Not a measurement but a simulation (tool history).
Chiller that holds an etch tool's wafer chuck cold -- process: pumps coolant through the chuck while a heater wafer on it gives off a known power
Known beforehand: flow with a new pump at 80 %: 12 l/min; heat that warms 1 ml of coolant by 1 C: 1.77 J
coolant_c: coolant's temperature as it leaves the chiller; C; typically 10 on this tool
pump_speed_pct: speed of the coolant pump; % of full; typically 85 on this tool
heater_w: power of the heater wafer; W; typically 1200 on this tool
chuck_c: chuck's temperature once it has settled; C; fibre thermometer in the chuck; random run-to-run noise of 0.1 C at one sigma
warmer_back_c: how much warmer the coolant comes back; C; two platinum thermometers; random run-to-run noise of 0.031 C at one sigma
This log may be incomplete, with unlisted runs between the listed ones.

{"run": 1, "hour": 0.0, "coolant_c": 10, "pump_speed_pct": 85, "heater_w": 1200, "chuck_c": 17.5, "warmer_back_c": 3.23}
{"run": 2, "hour": 154.7, "coolant_c": 10, "pump_speed_pct": 85, "heater_w": 1200, "chuck_c": 17.7, "warmer_back_c": 3.18}
{"run": 3, "hour": 268.6, "coolant_c": 10, "pump_speed_pct": 85, "heater_w": 1200, "chuck_c": 17.4, "warmer_back_c": 3.22}
{"run": 4, "hour": 397.3, "coolant_c": 10, "pump_speed_pct": 73, "heater_w": 1200, "chuck_c": 18.5, "warmer_back_c": 3.75}
{"run": 5, "hour": 557.2, "coolant_c": 0, "pump_speed_pct": 85, "heater_w": 1200, "chuck_c": 7.7, "warmer_back_c": 3.17}
{"run": 6, "hour": 684.9, "coolant_c": 0, "pump_speed_pct": 85, "heater_w": 1200, "chuck_c": 7.7, "warmer_back_c": 3.18}
{"run": 7, "hour": 798.1, "coolant_c": 0, "pump_speed_pct": 85, "heater_w": 1200, "chuck_c": 7.5, "warmer_back_c": 3.21}
{"run": 8, "hour": 901.2, "coolant_c": 0, "pump_speed_pct": 85, "heater_w": 1200, "chuck_c": 7.6, "warmer_back_c": 3.21}
{"run": 9, "hour": 1059.1, "coolant_c": 7, "pump_speed_pct": 85, "heater_w": 1200, "chuck_c": 14.9, "warmer_back_c": 3.25}
{"run": 10, "hour": 1132.4, "coolant_c": 10, "pump_speed_pct": 86, "heater_w": 1200, "chuck_c": 17.7, "warmer_back_c": 3.23}
{"run": 11, "hour": 1214.2, "coolant_c": 10, "pump_speed_pct": 86, "heater_w": 1200, "chuck_c": 17.8, "warmer_back_c": 3.18}
{"run": 12, "hour": 1307.5, "coolant_c": 10, "pump_speed_pct": 86, "heater_w": 1200, "chuck_c": 17.4, "warmer_back_c": 3.16}
{"run": 13, "hour": 1397.8, "coolant_c": 10, "pump_speed_pct": 86, "heater_w": 1200, "chuck_c": 17.5, "warmer_back_c": 3.23}
{"run": 14, "hour": 1559.5, "coolant_c": 11, "pump_speed_pct": 85, "heater_w": 1200, "chuck_c": 18.9, "warmer_back_c": 3.26}
{"run": 15, "hour": 1626.0, "coolant_c": 11, "pump_speed_pct": 85, "heater_w": 1200, "chuck_c": 18.7, "warmer_back_c": 3.31}
{"run": 16, "hour": 1714.7, "coolant_c": 11, "pump_speed_pct": 85, "heater_w": 1200, "chuck_c": 18.7, "warmer_back_c": 3.29}
{"hour": 1770.4, "done": "chiller's thermometer calibrated"}
{"run": 17, "hour": 1864.1, "coolant_c": 1, "pump_speed_pct": 75, "heater_w": 1200, "chuck_c": 9.3, "warmer_back_c": 3.71}
{"run": 18, "hour": 2011.4, "coolant_c": 19, "pump_speed_pct": 90, "heater_w": 1243, "chuck_c": 26.7, "warmer_back_c": 3.2}
{"run": 19, "hour": 2140.1, "coolant_c": 10, "pump_speed_pct": 64, "heater_w": 1343, "chuck_c": 20.6, "warmer_back_c": 4.9}
{"run": 20, "hour": 2265.4, "coolant_c": 10, "pump_speed_pct": 64, "heater_w": 1343, "chuck_c": 20.5, "warmer_back_c": 4.91}
{"run": 21, "hour": 2412.4, "coolant_c": 10, "pump_speed_pct": 91, "heater_w": 1072, "chuck_c": 16.4, "warmer_back_c": 2.73}
{"run": 22, "hour": 2531.5, "coolant_c": 10, "pump_speed_pct": 91, "heater_w": 1072, "chuck_c": 16.4, "warmer_back_c": 2.8}
{"run": 23, "hour": 2598.8, "coolant_c": 10, "pump_speed_pct": 85, "heater_w": 1200, "chuck_c": 17.5, "warmer_back_c": 3.29}
{"hour": 2642.0, "done": "chiller's thermometer calibrated, once more"}
{"run": 24, "hour": 2679.0, "coolant_c": 10, "pump_speed_pct": 85, "heater_w": 1200, "chuck_c": 18, "warmer_back_c": 3.39}
{"run": 25, "hour": 2813.4, "coolant_c": 10, "pump_speed_pct": 85, "heater_w": 1200, "chuck_c": 18.1, "warmer_back_c": 3.37}
{"run": 26, "hour": 2976.0, "coolant_c": 10, "pump_speed_pct": 94, "heater_w": 1494, "chuck_c": 19.4, "warmer_back_c": 3.75}
{"run": 27, "hour": 3068.7, "coolant_c": 10, "pump_speed_pct": 94, "heater_w": 1494, "chuck_c": 19.6, "warmer_back_c": 3.71}
{"run": 28, "hour": 3162.6, "coolant_c": 19, "pump_speed_pct": 94, "heater_w": 752, "chuck_c": 23.8, "warmer_back_c": 1.93}
{"run": 29, "hour": 3269.9, "coolant_c": 10, "pump_speed_pct": 76, "heater_w": 903, "chuck_c": 16.5, "warmer_back_c": 2.83}
{"run": 30, "hour": 3390.2, "coolant_c": 10, "pump_speed_pct": 76, "heater_w": 903, "chuck_c": 16.3, "warmer_back_c": 2.85}
{"run": 31, "hour": 3523.6, "coolant_c": 15, "pump_speed_pct": 76, "heater_w": 947, "chuck_c": 22, "warmer_back_c": 2.96}

Measured less the same run without the tool's hidden state. The same run-to-run variation is in both; the gauge's scatter may not be:
Hidden state at play: heat passed by the chuck's channels, % of clean ones'; flow at a given pump speed, % of a new pump's; coolant's true temperature over the reading, C; drift of the gauge itself on chuck_c, C; drift of the gauge itself on warmer_back_c, C.
run=1 chuck_c=+0.1 warmer_back_c=+0.03
run=2 chuck_c=+0.2 warmer_back_c=+0.04
run=3 chuck_c=+0.1 warmer_back_c=+0.04
run=4 chuck_c=+0.2 warmer_back_c=+0.05
run=5 chuck_c=+0.1 warmer_back_c=+0.06
run=6 chuck_c=+0.2 warmer_back_c=+0.05
run=7 chuck_c=+0.2 warmer_back_c=+0.07
run=8 chuck_c=+0.2 warmer_back_c=+0.06
run=9 chuck_c=+0.2 warmer_back_c=+0.07
run=10 chuck_c=+0.2 warmer_back_c=+0.08
run=11 chuck_c=+0.2 warmer_back_c=+0.08
run=12 chuck_c=+0.2 warmer_back_c=+0.09
run=13 chuck_c=+0.2 warmer_back_c=+0.09
run=14 chuck_c=+0.3 warmer_back_c=+0.09
run=15 chuck_c=+0.3 warmer_back_c=+0.1
run=16 chuck_c=+0.3 warmer_back_c=+0.1
run=17 chuck_c=+0.2 warmer_back_c=+0.12
run=18 chuck_c=+0.2 warmer_back_c=+0.11
run=19 chuck_c=+0.4 warmer_back_c=+0.18
run=20 chuck_c=+0.4 warmer_back_c=+0.19
run=21 chuck_c=+0.2 warmer_back_c=+0.11
run=22 chuck_c=+0.2 warmer_back_c=+0.11
run=23 chuck_c=+0.3 warmer_back_c=+0.14
run=24 chuck_c=+0.5 warmer_back_c=+0.15
run=25 chuck_c=+0.5 warmer_back_c=+0.15
run=26 chuck_c=+0.7 warmer_back_c=+0.18
run=27 chuck_c=+0.7 warmer_back_c=+0.18
run=28 chuck_c=+0.3 warmer_back_c=+0.1
run=29 chuck_c=+0.5 warmer_back_c=+0.14
run=30 chuck_c=+0.4 warmer_back_c=+0.15
run=31 chuck_c=+0.5 warmer_back_c=+0.17

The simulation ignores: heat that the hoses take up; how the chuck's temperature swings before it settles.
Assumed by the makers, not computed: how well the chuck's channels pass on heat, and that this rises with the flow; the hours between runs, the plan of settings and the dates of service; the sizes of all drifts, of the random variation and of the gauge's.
